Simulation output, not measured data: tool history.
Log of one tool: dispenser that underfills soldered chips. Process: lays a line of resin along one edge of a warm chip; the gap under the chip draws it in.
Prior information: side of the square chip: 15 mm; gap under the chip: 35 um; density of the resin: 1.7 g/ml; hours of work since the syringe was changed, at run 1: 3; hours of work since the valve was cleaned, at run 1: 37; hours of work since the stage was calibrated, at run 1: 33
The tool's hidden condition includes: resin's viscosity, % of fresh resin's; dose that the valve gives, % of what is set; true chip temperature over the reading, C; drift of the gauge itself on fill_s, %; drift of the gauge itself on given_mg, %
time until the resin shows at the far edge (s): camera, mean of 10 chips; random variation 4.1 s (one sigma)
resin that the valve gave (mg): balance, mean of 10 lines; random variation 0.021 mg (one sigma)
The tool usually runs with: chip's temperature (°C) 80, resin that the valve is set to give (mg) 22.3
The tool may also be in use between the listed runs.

run,hour,chip's temperature (°C),resin that the valve is set to give (mg),hours of work since the syringe was changed,hours of work since the valve was cleaned,hours of work since the stage was calibrated,time until the resin shows at the far edge (s),resin that the valve gave (mg)
1,0.0,80,22.3,3,37,33,464.7,22.03
# hour 12.7: new syringe of resin
2,12.7,80,22.3,0,45,41,406.8,21.99
3,24.4,80,22.3,7,52,48,571.3,21.90
# hour 31.6: new syringe of resin
4,34.4,80,22.3,2,58,54,442.7,21.89
# hour 40.3: dispensing valve cleaned and set on the balance
5,43.3,80,22.3,7,2,59,559.7,22.28
# hour 51.1: new syringe of resin
6,54.9,80,22.3,2,9,66,456.0,22.20
7,62.7,80,22.3,7,13,70,575.7,22.21
# hour 68.9: new syringe of resin
8,74.2,80,22.3,3,20,77,479.3,22.10
9,83.0,80,22.3,9,26,83,614.4,22.12
# hour 87.7: new syringe of resin
10,96.0,80,22.3,5,33,90,533.6,22.08
11,102.5,80,22.3,9,37,94,630.5,22.07
# hour 105.6: new syringe of resin
12,112.8,80,22.3,4,43,100,509.6,21.97
# hour 123.6: new syringe of resin
13,123.6,66,22.3,0,50,107,833.3,21.92
14,129.6,92,22.3,4,53,110,285.3,21.93
15,139.2,84,22.3,9,59,116,533.5,21.89
# hour 141.7: new syringe of resin
# hour 142.7: dispensing valve cleaned and set on the balance
16,150.4,84,22.3,5,5,122,430.5,22.17
17,158.8,80,24.6,10,10,127,673.7,24.43
# hour 160.7: new syringe of resin
18,166.0,76,21.5,3,14,132,573.1,21.34
# hour 179.2: new syringe of resin
19,179.3,69,21.5,0,22,140,724.8,21.24
20,186.9,80,25.0,5,27,144,523.4,24.69
21,194.1,80,28.1,9,31,149,636.1,27.72
# hour 197.0: new syringe of resin
22,204.1,82,23.1,4,37,154,474.7,22.76
# hour 215.3: new syringe of resin
23,215.7,69,23.2,0,44,161,711.6,22.75
24,224.4,69,23.2,6,49,167,913.2,22.73
# hour 233.4: new syringe of resin
25,234.7,65,19.3,1,55,173,913.3,18.89
# hour 244.7: dispensing valve cleaned and set on the balance
26,246.8,88,20.6,8,1,179,415.3,20.58
# hour 252.7: new syringe of resin
27,255.0,88,20.6,1,6,184,316.2,20.53
28,264.9,84,22.7,7,12,190,489.5,22.57
# hour 271.2: new syringe of resin
29,272.6,92,25.2,1,17,195,251.8,25.10
30,281.4,84,22.6,6,22,200,459.8,22.47
# hour 289.3: new syringe of resin
31,290.1,84,22.6,1,27,205,359.7,22.41
32,301.3,73,28.4,7,34,212,817.0,28.13
# hour 307.4: new syringe of resin
33,308.5,73,28.4,1,38,216,601.1,28.06
34,317.1,75,28.4,6,43,222,687.9,27.98

Below, each run's measurement less what the same run would have read without the hidden state. Both values contain the same run-to-run variation, but the gauge's scatter may not be the same in both:
run,time until the resin shows at the far edge (s),resin that the valve gave (mg)
1,+57.2,-0.27
2,+1.7,-0.32
3,+161.1,-0.37
4,+38.4,-0.41
5,+149.4,-0.01
6,+47.3,-0.07
7,+160.8,-0.10
8,+71.9,-0.14
9,+205.6,-0.18
10,+124.0,-0.23
11,+227.4,-0.26
12,+102.1,-0.31
13,+15.5,-0.36
14,+47.7,-0.38
15,+195.0,-0.42
16,+93.9,-0.13
17,+257.9,-0.18
18,+84.9,-0.18
19,+24.8,-0.24
20,+113.6,-0.32
21,+228.7,-0.39
22,+98.1,-0.37
23,+17.5,-0.43
24,+214.9,-0.47
25,+52.0,-0.43
26,+125.7,-0.01
27,+25.3,-0.04
28,+148.9,-0.09
29,+15.6,-0.13
30,+123.3,-0.16
31,+16.7,-0.20
32,+248.2,-0.32
33,+38.3,-0.36
34,+181.8,-0.41
